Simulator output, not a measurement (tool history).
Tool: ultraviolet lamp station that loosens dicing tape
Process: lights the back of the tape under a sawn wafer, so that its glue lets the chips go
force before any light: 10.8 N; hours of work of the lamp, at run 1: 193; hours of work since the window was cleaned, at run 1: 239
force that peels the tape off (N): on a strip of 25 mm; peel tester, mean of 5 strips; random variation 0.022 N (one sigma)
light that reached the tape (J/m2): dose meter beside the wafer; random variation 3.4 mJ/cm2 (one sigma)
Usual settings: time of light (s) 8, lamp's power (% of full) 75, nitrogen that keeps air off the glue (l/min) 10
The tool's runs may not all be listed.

| run | hour | time of light (s) | lamp's power (% of full) | nitrogen that keeps air off the glue (l/min) | hours of work of the lamp | hours of work since the window was cleaned | force that peels the tape off (N) | light that reached the tape (J/m2) |
|---|---|---|---|---|---|---|---|---|
| 1 | 0.0 | 8 | 75 | 10 | 193 | 239 | 1.333 | 4930 |
| 2 | 7.5 | 8 | 75 | 10 | 197 | 243 | 1.345 | 4880 |
| 3 | 14.2 | 8 | 75 | 10 | 200 | 246 | 1.365 | 4880 |
| 4 | 25.5 | 8 | 75 | 10 | 205 | 251 | 1.348 | 4860 |
| 5 | 37.5 | 8 | 75 | 10 | 211 | 257 | 1.391 | 4850 |
| 6 | 48.7 | 8 | 75 | 10 | 216 | 262 | 1.346 | 4840 |
| 7 | 62.2 | 8 | 75 | 16 | 222 | 268 | 1.116 | 4830 |
| 8 | 73.9 | 8 | 75 | 16 | 228 | 274 | 1.141 | 4800 |
| 9 | 84.3 | 8 | 75 | 16 | 232 | 279 | 1.140 | 4810 |
| 10 | 91.8 | 8 | 75 | 16 | 236 | 282 | 1.119 | 4790 |
| 11 | 103.5 | 8 | 75 | 16 | 241 | 288 | 1.132 | 4800 |
| 12 | 109.7 | 8 | 75 | 16 | 244 | 290 | 1.138 | 4760 |
|  | 111.1 | window cleaned of glue's vapour |
| 13 | 124.5 | 8 | 75 | 16 | 251 | 6 | 1.200 | 4690 |
| 14 | 133.1 | 8 | 75 | 16 | 255 | 10 | 1.170 | 4670 |
| 15 | 143.0 | 8 | 75 | 16 | 260 | 15 | 1.188 | 4660 |
|  | 154.9 | window cleaned of glue's vapour, once more |
| 16 | 155.0 | 8 | 79 | 3 | 265 | 0 | 2.107 | 5400 |
| 17 | 163.6 | 8 | 86 | 15 | 269 | 4 | 0.738 | 5890 |
| 18 | 178.1 | 8 | 85 | 10 | 276 | 11 | 0.896 | 5800 |
| 19 | 187.0 | 12 | 75 | 10 | 280 | 15 | 0.467 | 7580 |
| 20 | 196.5 | 5 | 69 | 10 | 284 | 19 | 3.047 | 2900 |
| 21 | 209.5 | 5 | 69 | 9 | 290 | 25 | 3.297 | 2870 |
| 22 | 220.3 | 8 | 75 | 7 | 295 | 31 | 1.541 | 5040 |
| 23 | 231.0 | 8 | 75 | 6 | 300 | 35 | 1.673 | 4970 |
| 24 | 241.0 | 8 | 75 | 8 | 305 | 40 | 1.456 | 5000 |
| 25 | 249.9 | 8 | 75 | 8 | 309 | 44 | 1.436 | 5010 |
| 26 | 258.8 | 8 | 81 | 3 | 313 | 48 | 2.131 | 5430 |
| 27 | 271.5 | 8 | 61 | 5 | 319 | 54 | 2.576 | 4030 |

3 ways to go on from here, each from the tool as it stands after run 27. What would each give?
| A | 286.1 | 4 | 86 | 10 | 326 | 61 | ? | ? |
| B | 286.1 | 12 | 67 | 10 | 326 | 61 | ? | ? |
| C | 286.1 | 9 | 79 | 14 | 326 | 61 | ? | ? |

| run | force that peels the tape off (N) | light that reached the tape (J/m2) |
|---|---|---|
| A | 3.115 | 2850 |
| B | 0.660 | 6650 |
| C | 0.744 | 5870 |
Without the tool's hidden state the same runs would have given:
| run | force that peels the tape off (N) | light that reached the tape (J/m2) |
|---|---|---|
| A | 2.776 | 3120 |
| B | 0.521 | 7280 |
| C | 0.592 | 6420 |

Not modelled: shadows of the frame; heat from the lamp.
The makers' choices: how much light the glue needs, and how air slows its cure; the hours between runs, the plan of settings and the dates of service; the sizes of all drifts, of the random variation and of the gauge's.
